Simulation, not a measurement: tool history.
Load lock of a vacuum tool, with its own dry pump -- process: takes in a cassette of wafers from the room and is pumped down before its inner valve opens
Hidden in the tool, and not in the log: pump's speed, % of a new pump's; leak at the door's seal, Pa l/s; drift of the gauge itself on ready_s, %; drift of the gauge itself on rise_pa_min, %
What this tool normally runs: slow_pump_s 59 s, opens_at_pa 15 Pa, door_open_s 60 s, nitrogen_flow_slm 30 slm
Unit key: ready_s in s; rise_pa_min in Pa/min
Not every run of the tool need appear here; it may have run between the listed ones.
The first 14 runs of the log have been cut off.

run	hour	slow_pump_s	opens_at_pa	door_open_s	nitrogen_flow_slm	hours that the pump has run since its overhaul	times that the door has closed on its seal	incoming humidity of the room's air, %	ready_s	rise_pa_min
15	2151.0	57	16	60	30	11340	1152	44.0	131.3	0.027
16	2246.6	57	16	60	30	11436	1541	43.8	130.9	0.033
17	2475.9	59	15	60	19	11665	2473	49.8	133.0	0.042
18	2690.8	59	15	60	19	11880	3347	47.5	133.9	0.041
19	2815.1	59	11	60	19	12004	3853	44.1	136.7	0.043
20	2923.2	50	15	80	30	12112	4293	43.4	127.5	0.041
21	3158.5	59	18	60	30	12348	5249	47.0	131.4	0.042
22	3296.0	59	16	65	30	12485	5809	43.7	132.9	0.039
23	3482.8	54	29	65	30	12672	6568	46.1	124.4	0.050
24	3629.6	59	15	151	30	12819	7165	45.8	134.2	0.055
25	3854.3	59	15	87	30	13043	8079	47.7	133.7	0.052
26	4067.9	59	15	87	30	13257	8948	43.9	134.2	0.055
27	4223.5	59	15	78	30	13413	9581	45.1	133.8	0.060
28	4418.5	43	22	78	30	13608	10374	45.0	118.9	0.059
29	4532.7	71	22	151	19	13722	10838	47.0	139.9	0.076
30	4643.1	71	22	151	19	13832	11288	46.9	139.2	0.087
31	4797.1	95	22	151	19	13986	11914	48.9	157.0	0.087
32	4996.1	59	10	60	7	14185	12723	40.3	140.0	0.086
33	5138.2	56	20	70	10	14327	13301	42.4	130.3	0.088
34	5345.2	42	11	200	23	14534	14143	45.8	128.0	0.096
35	5575.8	69	19	69	30	14765	15081	43.8	140.2	0.074
36	5708.6	69	19	69	30	14898	15621	43.8	139.6	0.077
37	5874.4	59	16	60	30	15063	16295	45.8	135.5	0.084

Here are 3 independent what-if runs from the current tool condition. What would each one return?
A	6018.4	59	13	57	5	15207	16881	44.2	?	?
B	6018.4	59	16	30	30	15207	16881	44.4	?	?
C	6018.4	59	26	59	30	15207	16881	43.5	?	?

run	ready_s	rise_pa_min
A	138.3	0.106
B	135.7	0.075
C	130.1	0.084
Take away the tool's hidden state, keep each run's random variation, and the runs would have read:
run	ready_s	rise_pa_min
A	124.8	0.045
B	122.6	0.014
C	118.1	0.021

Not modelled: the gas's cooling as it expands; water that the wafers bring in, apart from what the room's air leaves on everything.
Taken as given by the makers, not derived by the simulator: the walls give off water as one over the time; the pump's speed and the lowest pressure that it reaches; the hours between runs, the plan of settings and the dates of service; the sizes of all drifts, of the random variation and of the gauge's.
